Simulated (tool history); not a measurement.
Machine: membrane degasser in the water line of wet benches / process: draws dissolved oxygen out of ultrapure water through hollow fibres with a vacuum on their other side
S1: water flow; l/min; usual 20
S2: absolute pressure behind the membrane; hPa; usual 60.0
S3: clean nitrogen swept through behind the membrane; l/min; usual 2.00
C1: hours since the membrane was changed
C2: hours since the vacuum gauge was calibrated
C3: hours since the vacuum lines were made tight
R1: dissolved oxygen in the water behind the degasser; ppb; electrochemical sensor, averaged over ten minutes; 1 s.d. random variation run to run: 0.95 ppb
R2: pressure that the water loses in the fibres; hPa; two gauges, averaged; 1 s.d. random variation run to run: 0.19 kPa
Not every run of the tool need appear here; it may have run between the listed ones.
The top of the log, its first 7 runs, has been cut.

run,day,S1,S2,S3,C1,C2,C3,R1,R2
8,22.879,22,60.0,2.00,1286,2393,11799,105.2,450.8
9,25.071,20,60.0,2.00,1338,2445,11851,92.7,411.6
10,28.912,20,60.0,2.00,1431,2537,11943,93.5,413.4
11,31.250,20,60.0,2.00,1487,2593,12000,92.0,412.2
12,35.562,20,60.0,2.00,1590,2697,12103,93.2,411.5
13,38.754,20,60.0,2.00,1667,2774,12180,95.2,411.2
14,42.862,20,56.6,2.00,1766,2872,12278,87.1,411.8
15,46.542,20,56.6,2.00,1854,2960,12367,86.6,412.6
16,49.846,20,56.6,2.00,1933,3040,12446,85.4,412.0
17,53.042,19,78.8,1.34,2010,3116,12523,174.1,394.4
18,55.308,14,60.0,1.00,2064,3171,12577,105.4,290.8
19,57.688,20,72.8,2.00,2121,3228,12634,126.1,412.5
20,60.950,20,72.8,2.35,2200,3306,12712,110.5,416.2
21,64.762,20,108.1,4.90,2291,3398,12804,104.0,415.1
22,67.658,20,37.7,1.79,2361,3467,12873,43.7,411.2
23,69.842,13,40.5,1.79,2413,3520,12926,25.5,267.7
24,72.208,20,55.1,3.85,2470,3576,12983,57.2,414.3
25,75.300,20,72.6,3.85,2544,3651,13057,78.4,409.0
26,77.300,20,72.6,3.85,2592,3699,13105,78.1,415.8
27,81.154,20,72.6,3.85,2685,3791,13197,79.1,413.4
# day 83.054: seals of the vacuum lines changed
28,83.417,20,72.6,3.85,2737,3843,9,77.3,415.1
29,85.946,20,72.6,3.85,2798,3904,69,78.4,415.9
30,89.246,25,41.8,2.06,2877,3983,149,73.7,515.4
31,92.196,12,51.4,4.24,2948,4054,219,21.8,249.8
32,96.167,12,139.7,2.28,3043,4149,315,145.3,250.9

Below are 4 alternative next runs, each starting from the tool's condition after run 32. Predict each:
A,99.808,20,45.4,0.95,3130,4237,402,?,?
B,99.808,14,91.3,2.00,3130,4237,402,?,?
C,99.808,12,139.7,2.93,3130,4237,402,?,?
D,99.808,17,65.6,3.38,3130,4237,402,?,?

run,R1,R2
A,94.1,413.3
B,110.7,289.3
C,116.9,250.5
D,60.4,352.3
With no hidden state in the tool, these same runs would have given:
run,R1,R2
A,87.1,409.4
B,107.7,286.6
C,114.6,248.1
D,57.8,349.0

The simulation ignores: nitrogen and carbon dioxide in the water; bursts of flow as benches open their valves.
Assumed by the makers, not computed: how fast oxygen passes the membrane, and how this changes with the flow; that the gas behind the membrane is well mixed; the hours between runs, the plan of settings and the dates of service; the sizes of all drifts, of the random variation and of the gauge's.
